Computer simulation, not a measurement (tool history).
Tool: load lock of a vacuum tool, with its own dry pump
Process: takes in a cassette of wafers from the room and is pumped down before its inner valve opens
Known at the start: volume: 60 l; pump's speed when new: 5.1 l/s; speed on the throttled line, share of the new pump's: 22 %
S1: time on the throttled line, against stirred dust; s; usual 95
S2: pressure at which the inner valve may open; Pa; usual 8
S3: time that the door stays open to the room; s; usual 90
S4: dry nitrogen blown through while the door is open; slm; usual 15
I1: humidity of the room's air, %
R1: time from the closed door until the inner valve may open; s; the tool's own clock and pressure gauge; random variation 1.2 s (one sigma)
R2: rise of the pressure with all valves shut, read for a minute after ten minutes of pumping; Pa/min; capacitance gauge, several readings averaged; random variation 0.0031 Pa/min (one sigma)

run,day,S1,S2,S3,S4,I1,R1,R2
1,0.000,95,8,90,15,44.4,196.0,0.234
2,16.525,95,8,90,15,43.1,197.4,0.249
3,30.612,95,8,90,15,43.0,196.1,0.266
4,39.092,95,8,90,15,45.1,193.1,0.277
5,49.025,95,8,90,15,43.9,196.2,0.279
6,64.550,95,8,90,15,46.0,195.3,0.301
7,73.046,95,8,90,15,46.6,197.6,0.313
8,87.338,95,8,90,15,45.2,198.1,0.326
9,103.171,95,8,90,15,45.7,199.7,0.336
10,110.758,95,8,90,15,44.1,197.9,0.359
11,121.079,95,8,90,15,47.4,197.1,0.369
12,132.883,95,8,90,15,42.3,199.5,0.383
13,139.612,95,8,90,15,44.6,199.8,0.382
14,151.900,95,8,90,15,45.7,201.0,0.394
15,164.179,95,8,90,15,41.2,197.8,0.409
16,173.204,63,8,97,15,44.9,176.9,0.435
17,185.362,63,8,97,15,44.7,176.8,0.452
18,193.383,95,8,90,15,44.0,201.8,0.454
19,200.862,95,8,90,15,44.7,200.9,0.465
20,210.567,95,8,90,15,45.2,202.7,0.480
21,220.958,71,8,90,13,43.8,185.4,0.497
22,231.471,71,8,90,13,43.7,184.4,0.518
23,247.979,169,13,200,8,39.8,252.7,0.575
24,259.346,169,13,200,8,48.3,251.6,0.598

Forecast run 25:
25,270.271,151,9,27,8,44.7,?,?

R1: 244.8 s
R2: 0.534 Pa/min
Without the tool's hidden state the same run would have given R1 228.3 s, R2 0.029 Pa/min.
